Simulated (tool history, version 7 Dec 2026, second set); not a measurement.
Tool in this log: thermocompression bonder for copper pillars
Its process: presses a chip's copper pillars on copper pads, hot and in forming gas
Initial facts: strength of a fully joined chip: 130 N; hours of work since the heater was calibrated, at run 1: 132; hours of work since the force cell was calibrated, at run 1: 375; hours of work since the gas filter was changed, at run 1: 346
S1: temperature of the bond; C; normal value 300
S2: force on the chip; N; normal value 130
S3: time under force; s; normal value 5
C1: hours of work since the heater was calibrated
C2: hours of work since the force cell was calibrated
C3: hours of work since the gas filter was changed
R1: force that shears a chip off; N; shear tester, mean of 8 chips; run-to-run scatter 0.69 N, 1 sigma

| run | hour | S1 | S2 | S3 | C1 | C2 | C3 | R1 |
|---|---|---|---|---|---|---|---|---|
| 1 | 0.0 | 300 | 130 | 5 | 132 | 375 | 346 | 42.2 |
| 2 | 11.5 | 300 | 130 | 5 | 138 | 381 | 352 | 43.4 |
| 3 | 28.2 | 300 | 130 | 4 | 147 | 390 | 361 | 38.4 |
| 4 | 37.7 | 300 | 110 | 5 | 152 | 395 | 366 | 34.6 |
| 5 | 47.8 | 300 | 110 | 5 | 157 | 400 | 371 | 35.1 |
| 6 | 58.6 | 300 | 130 | 8 | 163 | 406 | 377 | 49.7 |
| 7 | 75.5 | 300 | 130 | 8 | 171 | 414 | 386 | 49.6 |
| 8 | 91.8 | 300 | 130 | 4 | 180 | 423 | 394 | 37.2 |
| 9 | 104.0 | 300 | 130 | 4 | 186 | 429 | 401 | 38.3 |
| 10 | 117.9 | 300 | 130 | 4 | 193 | 437 | 408 | 38.2 |
| 11 | 136.2 | 324 | 130 | 4 | 203 | 446 | 418 | 52.3 |
| 12 | 147.3 | 300 | 130 | 5 | 209 | 452 | 423 | 39.9 |
| 13 | 159.0 | 300 | 130 | 5 | 215 | 458 | 430 | 40.5 |
| 14 | 177.6 | 300 | 130 | 5 | 225 | 468 | 439 | 39.8 |
| 15 | 190.9 | 300 | 130 | 5 | 232 | 475 | 446 | 39.3 |
| 16 | 203.1 | 300 | 130 | 5 | 238 | 481 | 453 | 40.5 |
| 17 | 212.3 | 300 | 130 | 5 | 243 | 486 | 457 | 40.4 |
| 18 | 223.0 | 300 | 130 | 5 | 248 | 492 | 463 | 40.0 |
|  | 241.4 | forming gas filter changed |
| 19 | 243.4 | 300 | 130 | 5 | 259 | 502 | 1 | 44.8 |
| 20 | 256.6 | 300 | 130 | 5 | 266 | 509 | 8 | 43.4 |
| 21 | 269.1 | 300 | 130 | 8 | 272 | 515 | 14 | 51.8 |
| 22 | 284.4 | 300 | 130 | 8 | 280 | 523 | 22 | 53.8 |
| 23 | 294.2 | 283 | 130 | 3 | 285 | 529 | 28 | 26.9 |
| 24 | 302.4 | 299 | 103 | 5 | 290 | 533 | 32 | 35.0 |
| 25 | 316.3 | 299 | 103 | 5 | 297 | 540 | 39 | 34.4 |
| 26 | 325.5 | 299 | 115 | 6 | 302 | 545 | 44 | 41.1 |
| 27 | 341.2 | 299 | 115 | 6 | 310 | 553 | 52 | 39.6 |
| 28 | 350.1 | 295 | 109 | 6 | 315 | 558 | 57 | 36.2 |
| 29 | 366.4 | 295 | 109 | 6 | 323 | 566 | 65 | 36.4 |
| 30 | 385.8 | 311 | 156 | 5 | 333 | 576 | 75 | 61.3 |
| 31 | 394.4 | 283 | 147 | 7 | 338 | 581 | 80 | 43.1 |
| 32 | 405.7 | 283 | 147 | 7 | 344 | 587 | 86 | 42.3 |
| 33 | 416.7 | 295 | 130 | 8 | 349 | 593 | 92 | 48.0 |
| 34 | 435.6 | 295 | 130 | 8 | 359 | 602 | 102 | 47.5 |
| 35 | 452.4 | 299 | 193 | 11 | 368 | 611 | 110 | 81.0 |
| 36 | 461.3 | 299 | 95 | 3 | 373 | 616 | 115 | 25.3 |
| 37 | 480.2 | 322 | 111 | 12 | 383 | 626 | 125 | 69.1 |
| 38 | 492.4 | 300 | 151 | 5 | 389 | 632 | 131 | 48.6 |
| 39 | 501.0 | 281 | 100 | 4 | 394 | 637 | 136 | 21.0 |
| 40 | 519.7 | 281 | 100 | 4 | 403 | 646 | 146 | 20.1 |
| 41 | 533.1 | 324 | 106 | 5 | 410 | 653 | 152 | 48.2 |

3 ways to go on from here, each from the tool as it stands after run 41. What would each give?
| A | 549.6 | 273 | 96 | 9 | 419 | 662 | 161 | ? |
| B | 549.6 | 311 | 117 | 5 | 419 | 662 | 161 | ? |
| C | 549.6 | 294 | 171 | 5 | 419 | 662 | 161 | ? |

| run | R1 |
|---|---|
| A | 24.0 |
| B | 45.0 |
| C | 50.8 |
With no hidden state in the tool, these same runs would have given:
| run | R1 |
|---|---|
| A | 27.1 |
| B | 50.0 |
| C | 56.4 |
